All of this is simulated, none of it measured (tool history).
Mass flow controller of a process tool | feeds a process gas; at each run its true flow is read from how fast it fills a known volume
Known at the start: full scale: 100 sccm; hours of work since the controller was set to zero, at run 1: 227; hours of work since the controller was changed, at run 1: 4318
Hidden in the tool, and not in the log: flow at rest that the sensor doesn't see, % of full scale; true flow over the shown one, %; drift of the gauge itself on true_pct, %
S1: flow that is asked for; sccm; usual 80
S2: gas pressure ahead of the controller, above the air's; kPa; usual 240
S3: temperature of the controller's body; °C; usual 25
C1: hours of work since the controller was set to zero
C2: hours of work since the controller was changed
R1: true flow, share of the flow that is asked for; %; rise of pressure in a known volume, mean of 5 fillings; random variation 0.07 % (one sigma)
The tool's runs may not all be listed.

{"run": 1, "day": 0.0, "S1": 80, "S2": 240, "S3": 25, "C1": 227, "C2": 4318, "R1": 97.78}
{"run": 2, "day": 4.429, "S1": 80, "S2": 240, "S3": 25, "C1": 305, "C2": 4397, "R1": 97.7}
{"run": 3, "day": 12.242, "S1": 80, "S2": 240, "S3": 25, "C1": 444, "C2": 4535, "R1": 97.83}
{"run": 4, "day": 22.242, "S1": 80, "S2": 240, "S3": 25, "C1": 621, "C2": 4713, "R1": 97.82}
{"run": 5, "day": 28.825, "S1": 80, "S2": 160, "S3": 25, "C1": 738, "C2": 4830, "R1": 97.85}
{"run": 6, "day": 36.979, "S1": 80, "S2": 160, "S3": 25, "C1": 883, "C2": 4974, "R1": 97.84}
{"run": 7, "day": 47.421, "S1": 80, "S2": 160, "S3": 25, "C1": 1068, "C2": 5160, "R1": 97.77}
{"run": 8, "day": 54.954, "S1": 80, "S2": 160, "S3": 25, "C1": 1202, "C2": 5293, "R1": 97.72}
{"run": 9, "day": 61.375, "S1": 80, "S2": 160, "S3": 25, "C1": 1316, "C2": 5407, "R1": 97.79}
{"run": 10, "day": 70.571, "S1": 48, "S2": 240, "S3": 25, "C1": 1479, "C2": 5570, "R1": 96.76}
{"run": 11, "day": 80.617, "S1": 80, "S2": 240, "S3": 25, "C1": 1657, "C2": 5749, "R1": 97.44}
{"run": 12, "day": 86.996, "S1": 80, "S2": 240, "S3": 25, "C1": 1771, "C2": 5862, "R1": 97.69}
{"run": 13, "day": 94.612, "S1": 80, "S2": 240, "S3": 25, "C1": 1906, "C2": 5997, "R1": 97.51}
{"run": 14, "day": 105.004, "S1": 80, "S2": 240, "S3": 25, "C1": 2090, "C2": 6181, "R1": 97.49}
{"run": 15, "day": 111.742, "S1": 80, "S2": 240, "S3": 25, "C1": 2210, "C2": 6301, "R1": 97.61}
{"run": 16, "day": 122.412, "S1": 80, "S2": 240, "S3": 25, "C1": 2399, "C2": 6490, "R1": 97.58}
{"run": 17, "day": 129.379, "S1": 80, "S2": 240, "S3": 25, "C1": 2523, "C2": 6614, "R1": 97.52}
{"run": 18, "day": 136.429, "S1": 80, "S2": 240, "S3": 25, "C1": 2648, "C2": 6739, "R1": 97.55}
{"run": 19, "day": 142.117, "S1": 80, "S2": 240, "S3": 25, "C1": 2749, "C2": 6840, "R1": 97.52}
{"run": 20, "day": 148.5, "S1": 80, "S2": 214, "S3": 25, "C1": 2862, "C2": 6953, "R1": 97.47}
{"run": 21, "day": 158.367, "S1": 80, "S2": 214, "S3": 25, "C1": 3037, "C2": 7128, "R1": 97.42}
{"run": 22, "day": 168.633, "S1": 80, "S2": 166, "S3": 25, "C1": 3219, "C2": 7311, "R1": 97.36}
{"run": 23, "day": 176.442, "S1": 80, "S2": 166, "S3": 25, "C1": 3358, "C2": 7449, "R1": 97.6}
{"run": 24, "day": 182.542, "S1": 13, "S2": 240, "S3": 25, "C1": 3466, "C2": 7557, "R1": 98.57}
{"run": 25, "day": 187.75, "S1": 24, "S2": 240, "S3": 23, "C1": 3558, "C2": 7650, "R1": 97.02}
{"run": 26, "day": 198.425, "S1": 24, "S2": 240, "S3": 23, "C1": 3748, "C2": 7839, "R1": 96.88}
{"run": 27, "day": 203.267, "S1": 24, "S2": 240, "S3": 23, "C1": 3834, "C2": 7925, "R1": 96.87}
{"run": 28, "day": 213.45, "S1": 39, "S2": 241, "S3": 39, "C1": 4015, "C2": 8106, "R1": 98.08}
{"day": 213.958, "done": "controller's zero set anew"}
{"run": 29, "day": 222.512, "S1": 43, "S2": 241, "S3": 39, "C1": 152, "C2": 8266, "R1": 96.85}
{"run": 30, "day": 230.104, "S1": 70, "S2": 142, "S3": 39, "C1": 287, "C2": 8401, "R1": 97.58}
{"run": 31, "day": 237.896, "S1": 70, "S2": 178, "S3": 21, "C1": 425, "C2": 8539, "R1": 95.9}
{"run": 32, "day": 246.033, "S1": 42, "S2": 178, "S3": 23, "C1": 569, "C2": 8684, "R1": 95.22}
{"run": 33, "day": 253.504, "S1": 45, "S2": 156, "S3": 27, "C1": 702, "C2": 8816, "R1": 95.57}
{"run": 34, "day": 260.508, "S1": 45, "S2": 156, "S3": 27, "C1": 826, "C2": 8941, "R1": 95.76}
{"run": 35, "day": 268.429, "S1": 28, "S2": 185, "S3": 36, "C1": 967, "C2": 9081, "R1": 96.1}
{"run": 36, "day": 275.467, "S1": 15, "S2": 240, "S3": 25, "C1": 1092, "C2": 9206, "R1": 95.26}
{"run": 37, "day": 284.775, "S1": 15, "S2": 240, "S3": 25, "C1": 1257, "C2": 9371, "R1": 95.28}
{"run": 38, "day": 291.546, "S1": 68, "S2": 240, "S3": 24, "C1": 1377, "C2": 9491, "R1": 95.95}
{"run": 39, "day": 298.9, "S1": 68, "S2": 240, "S3": 24, "C1": 1507, "C2": 9622, "R1": 96.04}
{"run": 40, "day": 308.462, "S1": 80, "S2": 235, "S3": 31, "C1": 1677, "C2": 9792, "R1": 96.96}
{"run": 41, "day": 316.775, "S1": 80, "S2": 235, "S3": 31, "C1": 1825, "C2": 9939, "R1": 96.82}
{"run": 42, "day": 322.079, "S1": 23, "S2": 233, "S3": 24, "C1": 1919, "C2": 10033, "R1": 95.25}
{"run": 43, "day": 328.967, "S1": 23, "S2": 233, "S3": 24, "C1": 2041, "C2": 10156, "R1": 95.27}
{"run": 44, "day": 333.617, "S1": 80, "S2": 230, "S3": 25, "C1": 2124, "C2": 10238, "R1": 96.18}
{"run": 45, "day": 339.888, "S1": 67, "S2": 153, "S3": 32, "C1": 2235, "C2": 10349, "R1": 96.62}
{"run": 46, "day": 344.825, "S1": 61, "S2": 240, "S3": 22, "C1": 2322, "C2": 10437, "R1": 95.35}
{"run": 47, "day": 353.354, "S1": 61, "S2": 167, "S3": 36, "C1": 2474, "C2": 10588, "R1": 96.95}

Forecast each of these 4 alternatives for the next run:
{"run": "A", "day": 358.875, "S1": 28, "S2": 147, "S3": 36, "C1": 2572, "C2": 10686, "R1": "?"}
{"run": "B", "day": 358.875, "S1": 80, "S2": 240, "S3": 24, "C1": 2572, "C2": 10686, "R1": "?"}
{"run": "C", "day": 358.875, "S1": 17, "S2": 167, "S3": 36, "C1": 2572, "C2": 10686, "R1": "?"}
{"run": "D", "day": 358.875, "S1": 60, "S2": 200, "S3": 36, "C1": 2572, "C2": 10686, "R1": "?"}

run=A R1=96.43
run=B R1=96.04
run=C R1=97.18
run=D R1=96.78
Without the tool's hidden state the same runs would have given:
run=A R1=98.59
run=B R1=99.16
run=C R1=98.39
run=D R1=99.73

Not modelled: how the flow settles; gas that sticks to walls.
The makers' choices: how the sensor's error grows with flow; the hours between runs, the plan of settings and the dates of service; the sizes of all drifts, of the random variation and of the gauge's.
